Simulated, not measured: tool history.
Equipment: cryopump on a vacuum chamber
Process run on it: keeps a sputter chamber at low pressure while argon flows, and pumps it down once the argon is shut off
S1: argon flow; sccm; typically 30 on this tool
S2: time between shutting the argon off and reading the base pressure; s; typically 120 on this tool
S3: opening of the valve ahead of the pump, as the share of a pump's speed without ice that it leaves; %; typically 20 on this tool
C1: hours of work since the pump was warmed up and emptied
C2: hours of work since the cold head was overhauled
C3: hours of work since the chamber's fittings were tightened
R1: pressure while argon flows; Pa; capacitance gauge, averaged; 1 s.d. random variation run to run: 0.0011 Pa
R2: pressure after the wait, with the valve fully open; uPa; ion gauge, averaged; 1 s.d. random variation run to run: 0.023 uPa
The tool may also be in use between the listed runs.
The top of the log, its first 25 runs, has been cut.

{"run": 26, "day": 17.512, "S1": 45, "S2": 263, "S3": 52, "C1": 537, "C2": 537, "C3": 1011, "R1": 0.1633, "R2": 1.53}
{"run": 27, "day": 18.067, "S1": 30, "S2": 34, "S3": 20, "C1": 544, "C2": 544, "C3": 1019, "R1": 0.2662, "R2": 2.93}
{"run": 28, "day": 18.871, "S1": 28, "S2": 120, "S3": 30, "C1": 555, "C2": 555, "C3": 1029, "R1": 0.1697, "R2": 1.79}
{"run": 29, "day": 19.433, "S1": 40, "S2": 120, "S3": 30, "C1": 563, "C2": 563, "C3": 1037, "R1": 0.2421, "R2": 1.8}
{"run": 30, "day": 19.888, "S1": 40, "S2": 120, "S3": 30, "C1": 569, "C2": 569, "C3": 1043, "R1": 0.2433, "R2": 1.81}
{"run": 31, "day": 20.738, "S1": 35, "S2": 128, "S3": 20, "C1": 580, "C2": 580, "C3": 1055, "R1": 0.3143, "R2": 1.77}
{"run": 32, "day": 21.688, "S1": 20, "S2": 67, "S3": 47, "C1": 593, "C2": 593, "C3": 1067, "R1": 0.0809, "R2": 2.2}
{"run": 33, "day": 22.35, "S1": 20, "S2": 51, "S3": 39, "C1": 602, "C2": 602, "C3": 1076, "R1": 0.0958, "R2": 2.47}
{"run": 34, "day": 22.783, "S1": 29, "S2": 62, "S3": 18, "C1": 608, "C2": 608, "C3": 1082, "R1": 0.2862, "R2": 2.21}
{"run": 35, "day": 23.75, "S1": 29, "S2": 262, "S3": 47, "C1": 621, "C2": 621, "C3": 1095, "R1": 0.1162, "R2": 1.62}

What if the next run were any one of these 3? Each begins from the tool's condition after run 35:
{"run": "A", "day": 24.617, "S1": 30, "S2": 24, "S3": 26, "C1": 632, "C2": 632, "C3": 1107, "R1": "?", "R2": "?"}
{"run": "B", "day": 24.617, "S1": 45, "S2": 134, "S3": 47, "C1": 632, "C2": 632, "C3": 1107, "R1": "?", "R2": "?"}
{"run": "C", "day": 24.617, "S1": 17, "S2": 105, "S3": 18, "C1": 632, "C2": 632, "C3": 1107, "R1": "?", "R2": "?"}

run=A R1=0.2089 R2=3.62
run=B R1=0.1829 R2=1.86
run=C R1=0.1685 R2=1.93
What these runs would have given with no unlogged condition in the tool:
run=A R1=0.1966 R2=2.5
run=B R1=0.1643 R2=0.72
run=C R1=0.1616 R2=0.79

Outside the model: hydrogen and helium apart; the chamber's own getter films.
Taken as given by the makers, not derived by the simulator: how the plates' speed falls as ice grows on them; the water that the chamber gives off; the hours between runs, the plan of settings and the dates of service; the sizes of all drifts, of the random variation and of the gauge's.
